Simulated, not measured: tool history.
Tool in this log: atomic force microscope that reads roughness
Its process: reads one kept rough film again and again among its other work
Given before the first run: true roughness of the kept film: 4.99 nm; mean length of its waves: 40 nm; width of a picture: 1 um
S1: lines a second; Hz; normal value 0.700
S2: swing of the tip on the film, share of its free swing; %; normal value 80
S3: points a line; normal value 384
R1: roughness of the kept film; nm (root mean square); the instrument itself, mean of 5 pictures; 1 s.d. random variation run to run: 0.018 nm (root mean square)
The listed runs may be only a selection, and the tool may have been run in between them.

| run | hour | S1 | S2 | S3 | R1 |
|---|---|---|---|---|---|
| 1 | 0.0 | 0.700 | 80 | 384 | 4.005 |
| 2 | 24.9 | 0.700 | 80 | 964 | 3.977 |
| 3 | 53.2 | 0.700 | 80 | 964 | 3.885 |
|  | 77.8 | new tip fitted |
| 4 | 90.0 | 0.700 | 80 | 384 | 4.205 |
| 5 | 122.8 | 0.700 | 80 | 384 | 4.112 |
| 6 | 152.9 | 0.700 | 80 | 407 | 4.048 |
| 7 | 185.0 | 0.700 | 80 | 407 | 3.959 |
| 8 | 211.3 | 0.700 | 80 | 384 | 3.896 |
|  | 240.2 | new tip fitted |
| 9 | 240.2 | 0.700 | 80 | 384 | 4.305 |
| 10 | 262.0 | 1.686 | 76 | 384 | 4.012 |
| 11 | 292.6 | 1.745 | 86 | 274 | 3.595 |
|  | 296.2 | height scale calibrated on a step standard |
| 12 | 337.1 | 3.217 | 75 | 293 | 3.471 |
| 13 | 370.6 | 3.217 | 75 | 293 | 3.379 |
| 14 | 389.7 | 3.217 | 75 | 293 | 3.368 |

Estimate the outcome of run 15 from the log above:
|  | 404.4 | new tip fitted |
| 15 | 431.1 | 1.108 | 55 | 769 | ? |

{"run 15": {"R1": 4.387}}
Without the tool's hidden state the same run would have given R1 4.508 nm (root mean square).
